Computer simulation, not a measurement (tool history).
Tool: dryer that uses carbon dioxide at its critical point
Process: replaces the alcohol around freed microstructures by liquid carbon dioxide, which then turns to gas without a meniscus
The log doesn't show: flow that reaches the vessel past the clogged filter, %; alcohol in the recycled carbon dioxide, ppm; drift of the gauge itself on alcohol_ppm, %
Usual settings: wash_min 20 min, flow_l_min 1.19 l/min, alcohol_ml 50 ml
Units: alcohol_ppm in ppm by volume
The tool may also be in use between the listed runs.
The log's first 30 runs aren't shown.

run   hour  wash_min  flow_l_min  alcohol_ml  hours of work since the filter was changed  hours of work since the purifier's bed was changed  alcohol_ppm
 31  463.3        30        0.96          65                                          32                                                  84           28
 32  482.4        30        0.96          65                                          46                                                  98           29
 33  494.7        30        0.96          65                                          55                                                 107           31
 34  516.3        30        0.96          65                                          71                                                 123           30
 35  537.5        19        0.73          63                                          87                                                 138          632
 36  550.5        19        0.73          63                                          96                                                 148          649
 37  562.1        19        0.73          63                                         105                                                 156          688
 38  584.1        19        0.73          63                                         121                                                 172          674
 39  600.3        20        1.64          60                                         133                                                 184           11
 40  616.4        15        1.65          25                                         145                                                 196           37

Run 41 comes next. What will it give?
 41   629        15        1.65          25                                         154                                                 205            ?

Run 41 gave alcohol_ppm 30 ppm by volume.
Without the tool's hidden state the same run would have given alcohol_ppm 13 ppm by volume.
